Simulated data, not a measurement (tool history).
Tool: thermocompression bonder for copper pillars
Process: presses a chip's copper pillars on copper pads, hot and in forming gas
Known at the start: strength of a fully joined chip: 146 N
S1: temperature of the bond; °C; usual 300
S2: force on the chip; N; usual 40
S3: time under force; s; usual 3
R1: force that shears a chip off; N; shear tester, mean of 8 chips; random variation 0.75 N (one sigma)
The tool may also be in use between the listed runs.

Run 1, day 0: usual settings. Result: R1 71.6 N.
Run 2, day 1.1: usual settings. Result: R1 71.3 N.
Run 3, day 2.779: usual settings but S1 277 °C. Result: R1 55.8 N.
Run 4, day 4.433: usual settings but S1 277 °C. Result: R1 55.7 N.
Run 5, day 6.046: usual settings. Result: R1 70.8 N.
Run 6, day 7.525: usual settings but S2 39 N. Result: R1 67.9 N.
Run 7, day 9.417: usual settings but S2 26 N. Result: R1 41.4 N.
Run 8, day 11.208: usual settings but S2 26 N. Result: R1 42.6 N.
Run 9, day 12.279: usual settings. Result: R1 69.1 N.
Run 10, day 14: usual settings. Result: R1 68 N.
Run 11, day 16.071: usual settings. Result: R1 72.6 N.
Run 12, day 17.188: usual settings. Result: R1 72.9 N.
Run 13, day 19.246: usual settings. Result: R1 71.9 N.
Run 14, day 20.229: usual settings but S1 283 °C, S2 25 N, S3 2 s. Result: R1 29.2 N.
Run 15, day 22.204: usual settings but S1 283 °C, S2 25 N, S3 2 s. Result: R1 27.9 N.
Run 16, day 23.712: usual settings but S1 296 °C, S2 52 N. Result: R1 89.8 N.
Run 17, day 24.925: usual settings but S1 329 °C, S2 47 N, S3 4 s. Result: R1 111.9 N.
Run 18, day 26.867: usual settings but S3 2 s. Result: R1 63 N.
Run 19, day 28.933: usual settings but S1 280 °C. Result: R1 58.2 N.
Run 20, day 30.888: usual settings but S1 271 °C, S2 25 N. Result: R1 29.4 N.
Run 21, day 31.996: usual settings but S2 25 N, S3 2 s. Result: R1 39.8 N.
Run 22, day 33.142: usual settings but S1 275 °C. Result: R1 61.6 N.
Run 23, day 34.233: usual settings but S1 275 °C. Result: R1 62.3 N.
Run 24, day 35.25: usual settings but S1 292 °C, S2 52 N. Result: R1 92.3 N.
Run 25, day 36.258: usual settings but S2 43 N, S3 2 s. Result: R1 74.1 N.
Run 26, day 37.638: usual settings but S2 28 N. Result: R1 52.2 N.

Not shown: 4 entries that the log had between the listed runs. Between which runs, and how does the tool's hidden state differ before and after?
Between runs 10 and 11: heater calibrated with a thermocouple chip (day 14.433)
  true temperature of the bond over the reading, C: -8.3 -> 0.2; force that reaches the chip, % of what is set: 93.1 -> 92.9; oxide that the forming gas leaves, % of the face: 4.63 -> 5.02
  measured less the result without the state, R1: -14.1 -> -9 N
Between runs 14 and 15: force cell calibrated (day 20.388)
  true temperature of the bond over the reading, C: -0.3 -> -0.4; force that reaches the chip, % of what is set: 92.6 -> 90.2; oxide that the forming gas leaves, % of the face: 5.83 -> 6.23
  measured less the result without the state, R1: -5 -> -6.3 N
Between runs 15 and 16: forming gas filter changed (day 22.646)
  true temperature of the bond over the reading, C: -0.4 -> -0.6; force that reaches the chip, % of what is set: 90.2 -> 90; oxide that the forming gas leaves, % of the face: 6.23 -> 0.75
  measured less the result without the state, R1: -6.3 -> -8.9 N
Between runs 20 and 21: force cell calibrated, once more (day 31.692)
  true temperature of the bond over the reading, C: -1.4 -> -1.5; force that reaches the chip, % of what is set: 89.4 -> 99.8; oxide that the forming gas leaves, % of the face: 2.21 -> 2.39
  measured less the result without the state, R1: -5.8 -> -1.6 N

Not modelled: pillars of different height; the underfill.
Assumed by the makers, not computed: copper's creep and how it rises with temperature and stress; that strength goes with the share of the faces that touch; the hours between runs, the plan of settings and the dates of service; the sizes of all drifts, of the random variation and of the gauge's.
